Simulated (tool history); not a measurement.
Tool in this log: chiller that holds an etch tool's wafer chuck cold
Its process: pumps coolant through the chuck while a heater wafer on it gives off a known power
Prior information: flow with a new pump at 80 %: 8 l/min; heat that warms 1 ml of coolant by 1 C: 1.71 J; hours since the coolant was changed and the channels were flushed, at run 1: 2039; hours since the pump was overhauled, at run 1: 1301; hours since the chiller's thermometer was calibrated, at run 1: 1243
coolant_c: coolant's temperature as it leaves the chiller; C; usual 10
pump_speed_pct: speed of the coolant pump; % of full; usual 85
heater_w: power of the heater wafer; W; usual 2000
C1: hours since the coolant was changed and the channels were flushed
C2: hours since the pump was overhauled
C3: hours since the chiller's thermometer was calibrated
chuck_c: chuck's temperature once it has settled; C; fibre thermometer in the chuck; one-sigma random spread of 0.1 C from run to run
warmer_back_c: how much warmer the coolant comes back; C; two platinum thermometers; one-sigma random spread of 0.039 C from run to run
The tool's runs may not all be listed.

run 1 hour=0 | coolant_c=10 pump_speed_pct=85 heater_w=2000 | C1=2039 C2=1301 C3=1243 | chuck_c=35.5 warmer_back_c=8.46
run 2 hour=27.3 | coolant_c=10 pump_speed_pct=85 heater_w=2000 | C1=2066 C2=1329 C3=1270 | chuck_c=35.6 warmer_back_c=8.44
run 3 hour=66.1 | coolant_c=10 pump_speed_pct=85 heater_w=2000 | C1=2105 C2=1367 C3=1309 | chuck_c=35.4 warmer_back_c=8.46
run 4 hour=99.3 | coolant_c=9 pump_speed_pct=85 heater_w=2000 | C1=2138 C2=1401 C3=1342 | chuck_c=34.4 warmer_back_c=8.55
run 5 hour=119.6 | coolant_c=9 pump_speed_pct=85 heater_w=2000 | C1=2159 C2=1421 C3=1363 | chuck_c=34.6 warmer_back_c=8.47
run 6 hour=144.4 | coolant_c=10 pump_speed_pct=85 heater_w=2000 | C1=2183 C2=1446 C3=1388 | chuck_c=35.4 warmer_back_c=8.51
run 7 hour=168.5 | coolant_c=10 pump_speed_pct=85 heater_w=2000 | C1=2208 C2=1470 C3=1412 | chuck_c=35.6 warmer_back_c=8.57
run 8 hour=205.1 | coolant_c=10 pump_speed_pct=85 heater_w=2000 | C1=2244 C2=1506 C3=1448 | chuck_c=35.6 warmer_back_c=8.59
run 9 hour=234.7 | coolant_c=10 pump_speed_pct=85 heater_w=2387 | C1=2274 C2=1536 C3=1478 | chuck_c=40.5 warmer_back_c=10.16
run 10 hour=280.8 | coolant_c=10 pump_speed_pct=85 heater_w=2387 | C1=2320 C2=1582 C3=1524 | chuck_c=40.7 warmer_back_c=10.22
run 11 hour=302.9 | coolant_c=5 pump_speed_pct=85 heater_w=2000 | C1=2342 C2=1604 C3=1546 | chuck_c=30.8 warmer_back_c=8.53
run 12 hour=332.4 | coolant_c=5 pump_speed_pct=85 heater_w=2000 | C1=2371 C2=1634 C3=1576 | chuck_c=30.9 warmer_back_c=8.44
run 13 hour=362.9 | coolant_c=5 pump_speed_pct=85 heater_w=2000 | C1=2402 C2=1664 C3=1606 | chuck_c=30.9 warmer_back_c=8.48
run 14 hour=381.5 | coolant_c=10 pump_speed_pct=85 heater_w=2714 | C1=2421 C2=1683 C3=1625 | chuck_c=44.9 warmer_back_c=11.63
-- hour=386.6 chiller's thermometer calibrated
run 15 hour=414.7 | coolant_c=10 pump_speed_pct=85 heater_w=2714 | C1=2453 C2=1715 C3=28 | chuck_c=45.1 warmer_back_c=11.73
run 16 hour=457.8 | coolant_c=10 pump_speed_pct=85 heater_w=2889 | C1=2496 C2=1758 C3=71 | chuck_c=47.4 warmer_back_c=12.43
run 17 hour=500 | coolant_c=14 pump_speed_pct=85 heater_w=2498 | C1=2538 C2=1800 C3=113 | chuck_c=46.4 warmer_back_c=10.73
run 18 hour=543.6 | coolant_c=10 pump_speed_pct=69 heater_w=2498 | C1=2582 C2=1844 C3=157 | chuck_c=47.3 warmer_back_c=13.29
-- hour=566.5 chiller's thermometer calibrated, once more
run 19 hour=566.5 | coolant_c=10 pump_speed_pct=69 heater_w=2498 | C1=2604 C2=1866 C3=0 | chuck_c=46.7 warmer_back_c=13.23
run 20 hour=608.9 | coolant_c=18 pump_speed_pct=98 heater_w=2396 | C1=2646 C2=1908 C3=42 | chuck_c=46.1 warmer_back_c=8.98
run 21 hour=646.2 | coolant_c=10 pump_speed_pct=70 heater_w=1364 | C1=2683 C2=1946 C3=80 | chuck_c=30.1 warmer_back_c=7.14
run 22 hour=668.9 | coolant_c=12 pump_speed_pct=89 heater_w=1998 | C1=2706 C2=1968 C3=102 | chuck_c=37 warmer_back_c=8.22
run 23 hour=701.3 | coolant_c=10 pump_speed_pct=89 heater_w=1298 | C1=2738 C2=2001 C3=135 | chuck_c=26.4 warmer_back_c=5.36
run 24 hour=728.7 | coolant_c=10 pump_speed_pct=89 heater_w=1298 | C1=2766 C2=2028 C3=162 | chuck_c=26.3 warmer_back_c=5.33
run 25 hour=755.1 | coolant_c=17 pump_speed_pct=91 heater_w=2000 | C1=2792 C2=2055 C3=189 | chuck_c=41.7 warmer_back_c=8.04
run 26 hour=779.9 | coolant_c=17 pump_speed_pct=80 heater_w=2109 | C1=2817 C2=2079 C3=213 | chuck_c=45.7 warmer_back_c=9.72
run 27 hour=816.7 | coolant_c=18 pump_speed_pct=74 heater_w=2000 | C1=2854 C2=2116 C3=250 | chuck_c=46.2 warmer_back_c=9.9
run 28 hour=847.6 | coolant_c=8 pump_speed_pct=85 heater_w=2000 | C1=2885 C2=2147 C3=281 | chuck_c=33.9 warmer_back_c=8.71
run 29 hour=870.1 | coolant_c=2 pump_speed_pct=80 heater_w=2211 | C1=2907 C2=2169 C3=304 | chuck_c=31.6 warmer_back_c=10.24
run 30 hour=908.5 | coolant_c=17 pump_speed_pct=68 heater_w=1157 | C1=2946 C2=2208 C3=342 | chuck_c=34.4 warmer_back_c=6.33
run 31 hour=944.2 | coolant_c=17 pump_speed_pct=68 heater_w=1157 | C1=2981 C2=2244 C3=378 | chuck_c=34.5 warmer_back_c=6.35
run 32 hour=975.5 | coolant_c=15 pump_speed_pct=99 heater_w=2000 | C1=3013 C2=2275 C3=409 | chuck_c=38.8 warmer_back_c=7.44

Pick out some run-to-run changes in chuck_c. Of each, how much would a tool without hidden state show as well, from the settings, what came in and chance, and how much is left for the hidden state and any gauge scatter not in both results compared?
Hidden state present: heat passed by the chuck's channels, % of clean ones'; flow at a given pump speed, % of a new pump's; coolant's true temperature over the reading, C; drift of the gauge itself on chuck_c, C; drift of the gauge itself on warmer_back_c, C.
Run 13 -> 14: coolant_c 5 -> 10, heater_w 2000 -> 2714. chuck_c +14 C: hidden state +0.5, all else +13.5.
Run 20 -> 21: coolant_c 18 -> 10, pump_speed_pct 98 -> 70, heater_w 2396 -> 1364. chuck_c -16 C: hidden state -0.5, all else -15.5.
Run 22 -> 23: coolant_c 12 -> 10, heater_w 1998 -> 1298. chuck_c -10.6 C: hidden state -0.6, all else -10.
Run 24 -> 25: coolant_c 10 -> 17, pump_speed_pct 89 -> 91, heater_w 1298 -> 2000. chuck_c +15.4 C: hidden state +0.6, all else +14.8.
Run 29 -> 30: coolant_c 2 -> 17, pump_speed_pct 80 -> 68, heater_w 2211 -> 1157. chuck_c +2.8 C: hidden state -0.9, all else +3.7.
